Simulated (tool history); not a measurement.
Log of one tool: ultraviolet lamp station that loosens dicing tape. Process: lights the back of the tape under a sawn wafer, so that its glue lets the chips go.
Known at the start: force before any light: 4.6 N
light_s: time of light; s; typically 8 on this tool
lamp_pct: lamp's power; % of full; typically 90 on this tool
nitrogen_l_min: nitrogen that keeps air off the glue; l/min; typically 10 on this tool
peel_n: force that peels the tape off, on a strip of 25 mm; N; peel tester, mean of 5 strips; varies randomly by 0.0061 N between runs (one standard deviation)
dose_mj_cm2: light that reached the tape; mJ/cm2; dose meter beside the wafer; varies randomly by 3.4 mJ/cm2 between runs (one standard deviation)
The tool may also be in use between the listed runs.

| run | hour | light_s | lamp_pct | nitrogen_l_min | peel_n | dose_mj_cm2 |
|---|---|---|---|---|---|---|
| 1 | 0.0 | 8 | 90 | 10 | 0.204 | 459 |
| 2 | 6.1 | 8 | 90 | 10 | 0.204 | 456 |
| 3 | 15.7 | 8 | 90 | 10 | 0.204 | 448 |
| 4 | 25.3 | 8 | 90 | 10 | 0.223 | 451 |
| 5 | 33.1 | 8 | 90 | 10 | 0.216 | 449 |
| 6 | 38.3 | 8 | 90 | 10 | 0.208 | 447 |
| 7 | 48.5 | 8 | 90 | 10 | 0.217 | 446 |
| 8 | 56.2 | 8 | 90 | 10 | 0.206 | 447 |
| 9 | 65.1 | 8 | 90 | 10 | 0.187 | 485 |
| 10 | 73.6 | 8 | 90 | 10 | 0.197 | 483 |
| 11 | 80.8 | 8 | 90 | 10 | 0.201 | 485 |
| 12 | 92.1 | 8 | 90 | 10 | 0.191 | 486 |
| 13 | 101.4 | 8 | 77 | 10 | 0.218 | 408 |
| 14 | 108.4 | 8 | 77 | 10 | 0.240 | 409 |
| 15 | 113.2 | 8 | 77 | 10 | 0.249 | 406 |
| 16 | 119.6 | 5 | 68 | 10 | 0.631 | 227 |
| 17 | 130.2 | 14 | 75 | 10 | 0.162 | 692 |
| 18 | 137.6 | 5 | 61 | 10 | 0.741 | 203 |
| 19 | 146.8 | 5 | 61 | 10 | 0.743 | 204 |
| 20 | 157.5 | 5 | 61 | 10 | 0.773 | 203 |
| 21 | 164.4 | 4 | 97 | 15 | 0.412 | 253 |
| 22 | 174.5 | 6 | 95 | 5 | 0.405 | 365 |
| 23 | 180.1 | 4 | 95 | 11 | 0.498 | 248 |
| 24 | 188.5 | 4 | 75 | 10 | 0.813 | 198 |
| 25 | 193.8 | 4 | 75 | 10 | 0.759 | 195 |
| 26 | 202.6 | 4 | 75 | 10 | 0.809 | 193 |
| 27 | 212.8 | 4 | 75 | 10 | 0.814 | 192 |
| 28 | 224.0 | 4 | 75 | 10 | 0.799 | 194 |

Withheld: 1 entry from between the runs. Position of each, and hidden state at the listed run before versus the listed run after:
Between runs 8 and 9: window cleaned of glue's vapour (hour 63.5)
  lamp's light, % of a new lamp's: 89.3 -> 89.1; light that the window lets through, % of a clean one's: 91.6 -> 99.6
  the result without the hidden state subtracted from the measured one, peel_n: +0.032 -> +0.016 N; dose_mj_cm2: -100 -> -61 mJ/cm2

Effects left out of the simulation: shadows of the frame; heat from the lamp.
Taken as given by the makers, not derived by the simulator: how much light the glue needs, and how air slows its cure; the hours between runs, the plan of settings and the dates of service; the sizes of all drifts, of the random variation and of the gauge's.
